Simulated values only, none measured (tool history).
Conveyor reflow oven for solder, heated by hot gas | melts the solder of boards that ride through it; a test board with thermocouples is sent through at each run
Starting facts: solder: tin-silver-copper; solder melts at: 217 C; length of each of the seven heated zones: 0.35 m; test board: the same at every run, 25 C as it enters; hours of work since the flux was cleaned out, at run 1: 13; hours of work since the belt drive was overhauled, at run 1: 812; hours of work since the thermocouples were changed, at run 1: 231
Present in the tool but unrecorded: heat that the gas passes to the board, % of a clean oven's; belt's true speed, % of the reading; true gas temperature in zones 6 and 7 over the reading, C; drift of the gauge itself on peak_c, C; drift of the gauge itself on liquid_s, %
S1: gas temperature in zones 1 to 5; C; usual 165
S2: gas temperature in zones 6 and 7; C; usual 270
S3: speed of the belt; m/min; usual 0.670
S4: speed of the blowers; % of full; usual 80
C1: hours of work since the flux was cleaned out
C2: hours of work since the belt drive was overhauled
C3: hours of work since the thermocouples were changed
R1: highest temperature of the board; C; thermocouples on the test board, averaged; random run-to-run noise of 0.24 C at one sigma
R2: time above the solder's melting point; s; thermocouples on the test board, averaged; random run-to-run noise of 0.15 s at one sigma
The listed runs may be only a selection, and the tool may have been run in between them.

run	hour	S1	S2	S3	S4	C1	C2	C3	R1	R2
1	0.0	165	270	0.670	80	13	812	231	258.3	48.8
2	53.6	165	270	0.670	80	51	850	268	258.0	48.9
3	100.1	165	270	0.729	80	83	882	301	255.5	42.9
4	146.0	165	270	0.729	80	115	914	333	255.7	43.3
5	179.3	165	270	0.729	80	139	937	356	255.6	43.4
6	231.1	165	270	0.702	80	175	974	392	256.8	45.6
7	256.6	165	270	0.702	80	193	992	410	256.5	45.5
8	300.1	176	270	0.670	80	223	1022	441	259.5	52.4
9	354.9	176	270	0.767	80	261	1060	479	255.4	43.4
# hour 401.6: flux residue cleaned out of gas plates and filters
10	412.5	166	270	0.767	80	8	1097	516	255.4	40.9
11	442.4	166	270	0.767	80	29	1118	537	255.2	41.0
12	500.0	165	270	0.670	80	69	1158	577	258.9	49.5
13	559.7	165	270	0.670	80	111	1200	619	259.3	49.7
14	617.3	165	270	0.670	80	151	1240	659	259.1	49.3
15	679.2	165	270	0.670	80	194	1284	702	259.7	49.9
16	712.5	165	270	0.670	80	217	1307	726	259.3	49.5
17	765.5	165	270	0.617	83	254	1344	763	261.9	55.9
# hour 821.5: flux residue cleaned out of gas plates and filters
18	828.6	165	279	0.670	60	5	1385	803	263.8	51.2
19	883.7	165	279	0.585	65	43	1423	842	269.9	62.3
20	918.7	165	258	0.757	65	68	1448	866	242.7	33.3
# hour 940.1: belt drive overhauled, speed set with a stopwatch
21	957.7	177	277	0.721	59	92	12	891	260.8	48.2
22	1005.8	176	284	0.587	80	126	46	924	277.4	66.9
23	1061.3	176	284	0.587	80	165	85	963	277.9	67.0
# hour 1121.3: thermocouples of zones 6 and 7 changed
24	1122.9	176	284	0.587	87	207	126	1	275.0	66.0
25	1168.8	176	281	0.675	80	239	159	33	268.0	54.8
26	1196.3	176	281	0.675	80	258	178	52	267.8	54.7
27	1223.7	176	266	0.658	80	277	197	72	255.4	50.7
# hour 1250.4: flux residue cleaned out of gas plates and filters
28	1272.4	165	270	0.670	69	15	227	102	255.1	47.0
29	1333.7	168	270	0.606	80	58	270	145	260.5	56.8

Describe how what the log doesn't record of the tool's condition differs between the last listed run preceding each entry between runs and the first listed run following it.
In the gap between runs 9 and 10: flux residue cleaned out of gas plates and filters (hour 401.6)
  heat that the gas passes to the board, % of a clean oven's: 94.8 -> 99.4; belt's true speed, % of the reading: 98.86 -> 98.82; true gas temperature in zones 6 and 7 over the reading, C: 1.88 -> 2
  measured less the result without the state, R1: +0.7 -> +2.0 C; R2: +0.6 -> +1.4 s
In the gap between runs 17 and 18: flux residue cleaned out of gas plates and filters (hour 821.5)
  heat that the gas passes to the board, % of a clean oven's: 95.5 -> 99.5; belt's true speed, % of the reading: 98.54 -> 98.5; true gas temperature in zones 6 and 7 over the reading, C: 2.87 -> 3.01
  measured less the result without the state, R1: +2.1 -> +3.1 C; R2: +1.7 -> +2.3 s
In the gap between runs 20 and 21: belt drive overhauled, speed set with a stopwatch (hour 940.1)
  heat that the gas passes to the board, % of a clean oven's: 98.5 -> 98.1; belt's true speed, % of the reading: 98.43 -> 99.93; true gas temperature in zones 6 and 7 over the reading, C: 3.24 -> 3.33
  measured less the result without the state, R1: +2.9 -> +2.4 C; R2: +2.7 -> +1.2 s
In the gap between runs 23 and 24: thermocouples of zones 6 and 7 changed (hour 1121.3)
  heat that the gas passes to the board, % of a clean oven's: 97 -> 96.3; belt's true speed, % of the reading: 99.86 -> 99.81; true gas temperature in zones 6 and 7 over the reading, C: 3.6 -> 0.18
  measured less the result without the state, R1: +2.9 -> -0.5 C; R2: +1.0 -> -0.1 s
In the gap between runs 27 and 28: flux residue cleaned out of gas plates and filters (hour 1250.4)
  heat that the gas passes to the board, % of a clean oven's: 95.3 -> 99.2; belt's true speed, % of the reading: 99.73 -> 99.7; true gas temperature in zones 6 and 7 over the reading, C: 0.46 -> 0.57
  measured less the result without the state, R1: -0.5 -> +0.4 C; R2: -0.3 -> +0.3 s

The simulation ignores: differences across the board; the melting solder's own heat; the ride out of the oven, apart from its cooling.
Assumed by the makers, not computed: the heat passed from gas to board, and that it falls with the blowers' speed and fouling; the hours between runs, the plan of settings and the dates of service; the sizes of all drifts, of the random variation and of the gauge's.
